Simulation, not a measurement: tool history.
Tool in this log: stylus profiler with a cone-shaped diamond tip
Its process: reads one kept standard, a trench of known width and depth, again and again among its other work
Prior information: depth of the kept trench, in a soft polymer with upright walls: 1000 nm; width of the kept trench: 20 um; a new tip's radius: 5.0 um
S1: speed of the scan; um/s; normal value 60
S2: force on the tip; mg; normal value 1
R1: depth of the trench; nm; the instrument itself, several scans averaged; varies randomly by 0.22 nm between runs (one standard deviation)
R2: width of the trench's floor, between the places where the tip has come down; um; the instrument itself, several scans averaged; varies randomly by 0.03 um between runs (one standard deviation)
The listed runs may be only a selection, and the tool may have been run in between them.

{"run": 1, "day": 0.0, "S1": 60, "S2": 1, "R1": 1003.21, "R2": 12.52}
{"run": 2, "day": 2.221, "S1": 60, "S2": 0.71, "R1": 1001.57, "R2": 12.46}
{"run": 3, "day": 6.858, "S1": 60, "S2": 0.6, "R1": 1000.61, "R2": 12.42}
{"run": 4, "day": 9.183, "S1": 60, "S2": 1, "R1": 1002.27, "R2": 12.4}
{"run": 5, "day": 14.425, "S1": 60, "S2": 1, "R1": 1001.58, "R2": 12.35}
{"day": 17.1, "done": "height scale calibrated on a step standard"}
{"run": 6, "day": 19.571, "S1": 60, "S2": 1, "R1": 999.03, "R2": 12.26}
{"run": 7, "day": 23.675, "S1": 60, "S2": 1.13, "R1": 999.56, "R2": 12.33}
{"run": 8, "day": 25.971, "S1": 60, "S2": 1.13, "R1": 999.26, "R2": 12.25}
{"run": 9, "day": 28.583, "S1": 186, "S2": 1.13, "R1": 999.29, "R2": 11.66}
{"run": 10, "day": 31.15, "S1": 186, "S2": 1.13, "R1": 998.91, "R2": 11.66}
{"run": 11, "day": 36.054, "S1": 186, "S2": 1.13, "R1": 998.65, "R2": 11.68}
{"run": 12, "day": 39.95, "S1": 60, "S2": 1.1, "R1": 998.16, "R2": 12.08}
{"day": 40.604, "done": "height scale calibrated on a step standard, once more"}
{"run": 13, "day": 42.517, "S1": 16, "S2": 0.39, "R1": 1003.56, "R2": 12.14}

What if the next run were any one of these 4? Each begins from the tool's condition after run 13:
{"run": "A", "day": 47.592, "S1": 200, "S2": 1.44, "R1": "?", "R2": "?"}
{"run": "B", "day": 47.592, "S1": 100, "S2": 1.57, "R1": "?", "R2": "?"}
{"run": "C", "day": 47.592, "S1": 81, "S2": 0.86, "R1": "?", "R2": "?"}
{"run": "D", "day": 47.592, "S1": 15, "S2": 0.69, "R1": "?", "R2": "?"}

run=A R1=1008.5 R2=11.53
run=B R1=1009.04 R2=11.88
run=C R1=1005.97 R2=11.85
run=D R1=1005.08 R2=12.05
With the hidden condition removed and each run's random variation left untouched, the same runs would have given:
run=A R1=1008.77 R2=13.35
run=B R1=1009.31 R2=13.71
run=C R1=1006.24 R2=13.68
run=D R1=1005.35 R2=13.88
